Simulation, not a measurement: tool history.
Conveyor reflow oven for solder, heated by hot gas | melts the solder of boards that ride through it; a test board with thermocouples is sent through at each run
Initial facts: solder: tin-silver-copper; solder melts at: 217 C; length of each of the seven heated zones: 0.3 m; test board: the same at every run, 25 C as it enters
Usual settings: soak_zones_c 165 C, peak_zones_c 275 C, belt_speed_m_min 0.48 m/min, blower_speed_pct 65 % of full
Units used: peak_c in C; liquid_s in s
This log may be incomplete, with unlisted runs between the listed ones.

{"run": 1, "hour": 0.0, "soak_zones_c": 165, "peak_zones_c": 275, "belt_speed_m_min": 0.48, "blower_speed_pct": 65, "peak_c": 259.4, "liquid_s": 57.6}
{"run": 2, "hour": 31.0, "soak_zones_c": 165, "peak_zones_c": 275, "belt_speed_m_min": 0.48, "blower_speed_pct": 65, "peak_c": 258.3, "liquid_s": 57.1}
{"run": 3, "hour": 57.8, "soak_zones_c": 165, "peak_zones_c": 279, "belt_speed_m_min": 0.48, "blower_speed_pct": 65, "peak_c": 262.2, "liquid_s": 58.5}
{"run": 4, "hour": 85.6, "soak_zones_c": 165, "peak_zones_c": 279, "belt_speed_m_min": 0.48, "blower_speed_pct": 65, "peak_c": 262.7, "liquid_s": 60.1}
{"run": 5, "hour": 118.7, "soak_zones_c": 153, "peak_zones_c": 279, "belt_speed_m_min": 0.48, "blower_speed_pct": 65, "peak_c": 260, "liquid_s": 54.8}
{"run": 6, "hour": 136.5, "soak_zones_c": 165, "peak_zones_c": 275, "belt_speed_m_min": 0.45, "blower_speed_pct": 65, "peak_c": 260.2, "liquid_s": 63.4}
{"run": 7, "hour": 164.1, "soak_zones_c": 165, "peak_zones_c": 275, "belt_speed_m_min": 0.385, "blower_speed_pct": 65, "peak_c": 266.9, "liquid_s": 78.7}
{"run": 8, "hour": 194.5, "soak_zones_c": 165, "peak_zones_c": 275, "belt_speed_m_min": 0.385, "blower_speed_pct": 65, "peak_c": 265.4, "liquid_s": 79}
{"run": 9, "hour": 217.0, "soak_zones_c": 165, "peak_zones_c": 275, "belt_speed_m_min": 0.385, "blower_speed_pct": 65, "peak_c": 266.1, "liquid_s": 78.4}
{"run": 10, "hour": 243.6, "soak_zones_c": 165, "peak_zones_c": 275, "belt_speed_m_min": 0.385, "blower_speed_pct": 65, "peak_c": 266.4, "liquid_s": 79.1}
{"run": 11, "hour": 275.7, "soak_zones_c": 165, "peak_zones_c": 275, "belt_speed_m_min": 0.48, "blower_speed_pct": 65, "peak_c": 259, "liquid_s": 56.7}
{"hour": 312.9, "done": "flux residue cleaned out of gas plates and filters"}
{"run": 12, "hour": 313.8, "soak_zones_c": 165, "peak_zones_c": 266, "belt_speed_m_min": 0.528, "blower_speed_pct": 82, "peak_c": 251.4, "liquid_s": 49.1}
{"run": 13, "hour": 336.4, "soak_zones_c": 171, "peak_zones_c": 265, "belt_speed_m_min": 0.472, "blower_speed_pct": 62, "peak_c": 252.1, "liquid_s": 56.4}

Run 14, settings as shown, results not yet in. Your forecast:
{"run": 14, "hour": 364.2, "soak_zones_c": 171, "peak_zones_c": 265, "belt_speed_m_min": 0.472, "blower_speed_pct": 62, "peak_c": "?", "liquid_s": "?"}

{"run 14": {"peak_c": 251.3, "liquid_s": 56.5}}
Minus the tool's unlogged condition, the same run would have read peak_c 248.1 C, liquid_s 53.4 s.

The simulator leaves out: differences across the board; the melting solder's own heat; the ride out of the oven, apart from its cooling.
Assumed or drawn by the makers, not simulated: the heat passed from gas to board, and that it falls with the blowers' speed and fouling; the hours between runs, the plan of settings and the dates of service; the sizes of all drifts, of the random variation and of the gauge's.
